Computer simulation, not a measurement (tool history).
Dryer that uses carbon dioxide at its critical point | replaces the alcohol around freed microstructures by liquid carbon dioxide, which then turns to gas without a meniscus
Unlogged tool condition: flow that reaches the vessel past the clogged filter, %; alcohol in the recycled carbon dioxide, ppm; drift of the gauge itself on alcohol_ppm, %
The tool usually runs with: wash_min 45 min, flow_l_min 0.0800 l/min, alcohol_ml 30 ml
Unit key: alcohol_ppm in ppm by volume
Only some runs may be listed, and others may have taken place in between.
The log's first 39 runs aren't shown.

run	hour	wash_min	flow_l_min	alcohol_ml	hours of work since the filter was changed	hours of work since the purifier's bed was changed	alcohol_ppm
40	657.5	55	0.0800	72	304	779	90
41	668.2	55	0.0800	72	310	785	83
42	679.7	55	0.0800	72	317	792	88
43	699.0	55	0.0979	69	329	804	46
44	716.6	30	0.0599	76	339	814	5657
45	736.7	30	0.0539	63	352	827	6506
46	749.8	40	0.0646	22	360	835	446
47	765.5	45	0.0800	41	369	844	162

Forecast each of these 3 alternatives for the next run:
A	778.9	51	0.0800	93	377	852	?
B	778.9	45	0.0506	46	377	852	?
C	778.9	72	0.0665	41	377	852	?

run	alcohol_ppm
A	165
B	1472
C	43
Without the tool's unlogged condition, the same runs would have read:
run	alcohol_ppm
A	82
B	1064
C	5
